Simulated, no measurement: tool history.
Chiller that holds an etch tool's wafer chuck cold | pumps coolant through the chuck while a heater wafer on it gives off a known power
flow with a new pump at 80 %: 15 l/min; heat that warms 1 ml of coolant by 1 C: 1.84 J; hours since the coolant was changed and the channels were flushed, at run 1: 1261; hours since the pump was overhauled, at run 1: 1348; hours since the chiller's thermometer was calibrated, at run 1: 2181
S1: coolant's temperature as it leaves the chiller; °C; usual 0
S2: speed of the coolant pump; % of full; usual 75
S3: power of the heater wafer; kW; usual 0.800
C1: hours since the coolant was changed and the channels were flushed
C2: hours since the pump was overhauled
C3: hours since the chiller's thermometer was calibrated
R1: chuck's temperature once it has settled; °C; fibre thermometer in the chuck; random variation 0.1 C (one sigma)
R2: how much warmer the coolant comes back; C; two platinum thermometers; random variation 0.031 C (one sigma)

run   hour  S1  S2     S3    C1    C2    C3    R1    R2
  1    0.0   0  75  0.800  1261  1348  2181   5.1  1.84
  2   20.5   0  75  0.800  1282  1368  2202   5.1  1.84
  3   39.7   0  75  0.800  1301  1387  2221   5.5  1.87
  4   60.1   0  75  0.800  1321  1408  2241   5.1  1.84
  5   81.6   0  68  0.800  1343  1429  2263   5.6  2.02
  6  100.9   0  68  0.800  1362  1449  2282   5.7  2.11
  7  120.2   0  68  0.800  1381  1468  2301   5.6  2.13
  8  140.2  -9  75  0.800  1401  1488  2321  -3.7  1.87
  9  161.1   0  74  1.166  1422  1509  2342   7.4  2.78
 10  193.1   0  74  1.131  1454  1541  2374   7.4  2.84

The next listed run, before its measurement:
 11  219.9   0  66  0.800  1481  1567  2401   ?   ?

R1: 5.7 °C
R2: 2.20 C
Without the tool's hidden state the same run would have given R1 5.7 °C, R2 2.07 C.
